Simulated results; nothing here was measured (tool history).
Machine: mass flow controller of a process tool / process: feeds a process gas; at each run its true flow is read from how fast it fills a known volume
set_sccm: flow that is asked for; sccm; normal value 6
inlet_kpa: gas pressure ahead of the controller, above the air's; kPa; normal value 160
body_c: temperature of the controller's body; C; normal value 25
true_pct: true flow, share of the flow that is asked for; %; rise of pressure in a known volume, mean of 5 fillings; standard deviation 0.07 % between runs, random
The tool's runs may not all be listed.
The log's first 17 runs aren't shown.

run	hour	set_sccm	inlet_kpa	body_c	hours of work since the controller was set to zero	hours of work since the controller was changed	true_pct
18	5405.9	6	174	25	328	5749	101.37
19	5595	6	192	25	458	5879	101.56
20	6015.5	6	192	32	748	6169	101.64
21	6446.8	16	198	23	1045	6466	103.18
22	6824.2	2	268	36	1304	6725	104.11
23	7133.1	2	268	36	1517	6938	104.73
24	7526.2	6	228	25	1788	7209	103.21
# hour 7746.7: controller exchanged for a calibrated one
25	7794	5	228	30	33	33	97.72
26	8213.7	12	177	30	321	321	99.23
27	8644.2	5	203	25	618	618	98.99
28	9050.2	13	185	21	897	897	100.2
29	9446.1	4	145	25	1170	1170	100.33
30	9820.3	4	145	25	1427	1427	100.7
31	10250.8	4	145	25	1724	1724	101.27
32	10482.1	4	145	25	1883	1883	101.51
33	10663	4	145	38	2008	2008	101.44
34	11063.6	10	244	25	2283	2283	100.89
35	11337.3	5	192	24	2472	2472	101.81
36	11766.1	9	140	36	2767	2767	101.52
37	12062.5	6	205	25	2971	2971	102.31
38	12461	2	239	31	3245	3245	107.63
39	12862.6	12	227	33	3522	3522	102.01

Predict each of these 5 candidate next runs independently; none follows another, all start after run 39:
A	13162.2	6	159	25	3728	3728	?
B	13162.2	3	164	25	3728	3728	?
C	13162.2	12	227	33	3728	3728	?
D	13162.2	15	160	31	3728	3728	?
E	13162.2	3	274	32	3728	3728	?

run	true_pct
A	103.66
B	106.47
C	102.16
D	102.73
E	105.73
Stripped of hidden state, with their random variation kept, the same runs would have yielded:
run	true_pct
A	98.21
B	97.69
C	98.36
D	99.27
E	96.96
